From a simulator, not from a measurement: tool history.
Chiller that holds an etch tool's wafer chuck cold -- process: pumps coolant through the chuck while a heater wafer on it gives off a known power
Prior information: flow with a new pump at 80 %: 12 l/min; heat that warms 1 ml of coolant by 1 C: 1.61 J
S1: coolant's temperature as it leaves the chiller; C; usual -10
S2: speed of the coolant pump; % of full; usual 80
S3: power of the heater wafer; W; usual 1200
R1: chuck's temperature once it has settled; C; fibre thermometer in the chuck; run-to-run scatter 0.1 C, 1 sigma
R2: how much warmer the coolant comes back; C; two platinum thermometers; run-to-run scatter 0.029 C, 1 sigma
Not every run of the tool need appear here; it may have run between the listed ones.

Run 1, hour 0.0: usual settings. Result: R1 1.1 C, R2 3.71 C.
Run 2, hour 21.9: usual settings. Result: R1 1.2 C, R2 3.70 C.
Run 3, hour 53.9: usual settings. Result: R1 0.9 C, R2 3.76 C.
Run 4, hour 88.6: usual settings. Result: R1 1.0 C, R2 3.68 C.
Run 5, hour 106.0: usual settings. Result: R1 1.2 C, R2 3.73 C.
Run 6, hour 136.5: usual settings but S3 1294 W. Result: R1 2.1 C, R2 3.99 C.
Run 7, hour 164.5: usual settings but S3 1294 W. Result: R1 1.8 C, R2 4.07 C.
Run 8, hour 182.4: usual settings but S3 1294 W. Result: R1 2.0 C, R2 4.05 C.
Run 9, hour 206.2: usual settings but S3 1294 W. Result: R1 2.0 C, R2 4.02 C.
Run 10, hour 229.5: usual settings. Result: R1 1.3 C, R2 3.76 C.
Run 11, hour 251.4: usual settings but S3 795 W. Result: R1 -2.4 C, R2 2.42 C.
Run 12, hour 279.7: usual settings but S3 795 W. Result: R1 -2.4 C, R2 2.53 C.
Run 13, hour 297.0: usual settings but S3 806 W. Result: R1 -2.1 C, R2 2.51 C.
Run 14, hour 319.1: usual settings but S3 806 W. Result: R1 -2.2 C, R2 2.52 C.
At hour 327.2: coolant pump overhauled.
Run 15, hour 354.1: usual settings. Result: R1 1.4 C, R2 3.74 C.
Run 16, hour 370.6: usual settings but S3 1394 W. Result: R1 3.0 C, R2 4.40 C.
Run 17, hour 392.5: usual settings but S2 86 % of full, S3 963 W. Result: R1 -0.9 C, R2 2.79 C.
Run 18, hour 416.5: usual settings but S1 -5 C, S2 75 % of full. Result: R1 6.5 C, R2 4.04 C.
Run 19, hour 450.3: usual settings but S1 -6 C, S2 75 % of full, S3 1099 W. Result: R1 4.6 C, R2 3.69 C.
Run 20, hour 471.7: usual settings but S1 -6 C, S2 75 % of full, S3 1099 W. Result: R1 4.7 C, R2 3.64 C.
At hour 484.3: coolant pump overhauled, once more.
Run 21, hour 493.1: usual settings but S2 72 % of full. Result: R1 2.0 C, R2 4.15 C.
Run 22, hour 524.8: usual settings but S3 800 W. Result: R1 -2.2 C, R2 2.45 C.
Run 23, hour 554.2: usual settings but S1 -15 C, S2 61 % of full, S3 930 W. Result: R1 -4.7 C, R2 3.77 C.
Run 24, hour 573.9: usual settings but S1 -15 C, S2 61 % of full, S3 930 W. Result: R1 -4.7 C, R2 3.78 C.
Run 25, hour 598.8: usual settings but S1 -11 C, S2 84 % of full, S3 634 W. Result: R1 -5.1 C, R2 1.86 C.
Run 26, hour 624.6: usual settings but S1 -18 C, S2 84 % of full, S3 1663 W. Result: R1 -3.0 C, R2 4.97 C.
Run 27, hour 649.6: usual settings but S1 -14 C, S2 86 % of full, S3 734 W. Result: R1 -7.0 C, R2 2.17 C.
Run 28, hour 679.6: usual settings but S1 -15 C, S2 63 % of full, S3 734 W. Result: R1 -6.8 C, R2 2.87 C.
Run 29, hour 710.5: usual settings but S2 70 % of full. Result: R1 2.2 C, R2 4.28 C.
Run 30, hour 730.9: usual settings but S2 70 % of full, S3 1334 W. Result: R1 3.4 C, R2 4.71 C.
Run 31, hour 746.8: usual settings but S1 -9 C, S2 66 % of full, S3 604 W. Result: R1 -2.3 C, R2 2.27 C.

Branching from run 31: 5 alternative next runs. What would each branch give?
Run A, hour 772.7: usual settings but S1 -12 C, S2 66 % of full, S3 1300 W. Result: R1 ?, R2 ?.
Run B, hour 772.7: usual settings but S1 -4 C, S2 94 % of full, S3 762 W. Result: R1 ?, R2 ?.
Run C, hour 772.7: usual settings but S1 -12 C, S2 66 % of full, S3 604 W. Result: R1 ?, R2 ?.
Run D, hour 772.7: usual settings but S1 -1 C, S2 66 % of full, S3 891 W. Result: R1 ?, R2 ?.
Run E, hour 772.7: usual settings but S1 -18 C, S2 66 % of full, S3 604 W. Result: R1 ?, R2 ?.

run     R1    R2
  A    1.6  4.90
  B    3.0  2.02
  C   -5.4  2.28
  D    8.5  3.30
  E  -11.3  2.23
With no hidden state in the tool, these same runs would have given:
run     R1    R2
  A    0.3  4.88
  B    2.0  2.01
  C   -6.4  2.27
  D    7.4  3.29
  E  -12.3  2.22
